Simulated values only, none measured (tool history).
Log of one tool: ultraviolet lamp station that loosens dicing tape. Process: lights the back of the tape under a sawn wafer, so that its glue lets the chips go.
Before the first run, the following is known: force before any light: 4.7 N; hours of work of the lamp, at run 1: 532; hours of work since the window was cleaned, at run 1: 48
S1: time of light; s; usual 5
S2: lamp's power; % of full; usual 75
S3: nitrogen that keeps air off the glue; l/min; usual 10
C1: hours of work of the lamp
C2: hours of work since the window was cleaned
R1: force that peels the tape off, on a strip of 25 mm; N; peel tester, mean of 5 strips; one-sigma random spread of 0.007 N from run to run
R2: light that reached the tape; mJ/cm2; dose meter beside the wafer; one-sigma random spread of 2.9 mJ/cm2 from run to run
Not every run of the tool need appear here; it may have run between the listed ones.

Run 1, hour 0: usual settings; C1 532; C2 48. Result: R1 0.401 N, R2 332 mJ/cm2.
Run 2, hour 81.1: usual settings; C1 567; C2 84. Result: R1 0.425 N, R2 327 mJ/cm2.
Run 3, hour 147.2: usual settings; C1 596; C2 113. Result: R1 0.452 N, R2 324 mJ/cm2.
Run 4, hour 202.5: usual settings; C1 621; C2 137. Result: R1 0.454 N, R2 314 mJ/cm2.
Run 5, hour 268.5: usual settings; C1 649; C2 166. Result: R1 0.487 N, R2 310 mJ/cm2.
Run 6, hour 336.9: usual settings; C1 679; C2 196. Result: R1 0.498 N, R2 303 mJ/cm2.
Run 7, hour 402.7: usual settings but S1 3 s, S2 99 % of full, S3 7 l/min; C1 708; C2 225. Result: R1 0.953 N, R2 235 mJ/cm2.
At hour 410.6: window cleaned of glue's vapour.
Run 8, hour 491.6: usual settings but S1 3 s, S2 99 % of full, S3 7 l/min; C1 747; C2 35. Result: R1 1.05 N, R2 223 mJ/cm2.
Run 9, hour 584.1: usual settings but S1 3 s, S2 99 % of full, S3 7 l/min; C1 787; C2 76. Result: R1 1.092 N, R2 218 mJ/cm2.
At hour 648.6: window cleaned of glue's vapour, once more.
Run 10, hour 670.3: usual settings but S1 3 s, S2 99 % of full, S3 7 l/min; C1 825; C2 9. Result: R1 1.011 N, R2 237 mJ/cm2.

The next listed run, before its measurement:
Run 11, hour 760.2: usual settings but S1 3 s, S2 91 % of full, S3 4 l/min; C1 864; C2 49. Result: R1 ?, R2 ?.

Logged for run 11: R1 1.518 N, R2 207 mJ/cm2.
Had the tool carried no hidden state, the very same run would have given R1 0.917 N, R2 306 mJ/cm2.

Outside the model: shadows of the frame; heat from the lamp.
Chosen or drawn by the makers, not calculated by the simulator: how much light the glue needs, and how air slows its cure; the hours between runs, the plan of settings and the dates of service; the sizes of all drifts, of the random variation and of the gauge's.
